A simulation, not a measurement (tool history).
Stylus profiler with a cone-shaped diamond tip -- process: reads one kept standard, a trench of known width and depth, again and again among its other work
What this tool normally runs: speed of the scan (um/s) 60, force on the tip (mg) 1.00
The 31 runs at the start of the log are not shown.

| run | hour | speed of the scan (um/s) | force on the tip (mg) | depth of the trench (nm) | width of the trench's floor (um) |
|---|---|---|---|---|---|
| 32 | 2245.8 | 124 | 1.00 | 200.42 | 16.45 |
| 33 | 2339.1 | 124 | 1.00 | 200.44 | 16.39 |
|  | 2402.8 | height scale calibrated on a step standard |
| 34 | 2410.1 | 42 | 0.82 | 201.22 | 17.02 |
| 35 | 2505.5 | 25 | 2.25 | 202.02 | 17.16 |
|  | 2516.5 | new tip fitted, height scale calibrated |
| 36 | 2583.6 | 238 | 2.77 | 202.52 | 17.06 |
| 37 | 2637.6 | 238 | 2.77 | 202.45 | 17.02 |
| 38 | 2725.1 | 21 | 0.73 | 200.92 | 17.85 |
| 39 | 2786.1 | 126 | 2.08 | 202.02 | 17.29 |
| 40 | 2866.1 | 83 | 1.19 | 201.21 | 17.41 |
| 41 | 2918.1 | 83 | 1.19 | 201.23 | 17.37 |
| 42 | 3019.3 | 21 | 1.30 | 201.23 | 17.77 |
| 43 | 3114.4 | 17 | 1.31 | 201.18 | 17.64 |
| 44 | 3186.2 | 17 | 1.31 | 201.20 | 17.73 |
| 45 | 3289.3 | 17 | 1.43 | 201.24 | 17.56 |
| 46 | 3386.0 | 35 | 1.11 | 200.82 | 17.41 |

Forecast each of these 4 alternatives for the next run:
| A | 3451.6 | 126 | 2.73 | ? | ? |
| B | 3451.6 | 35 | 0.92 | ? | ? |
| C | 3451.6 | 61 | 0.83 | ? | ? |
| D | 3451.6 | 34 | 0.79 | ? | ? |

| run | depth of the trench (nm) | width of the trench's floor (um) |
|---|---|---|
| A | 201.98 | 17.02 |
| B | 200.66 | 17.36 |
| C | 200.49 | 17.16 |
| D | 200.57 | 17.37 |
The same runs, with their run-to-run variation unchanged, on a tool lacking any hidden condition would have given:
| run | depth of the trench (nm) | width of the trench's floor (um) |
|---|---|---|
| A | 202.51 | 17.64 |
| B | 201.19 | 17.98 |
| C | 201.02 | 17.78 |
| D | 201.10 | 18.00 |
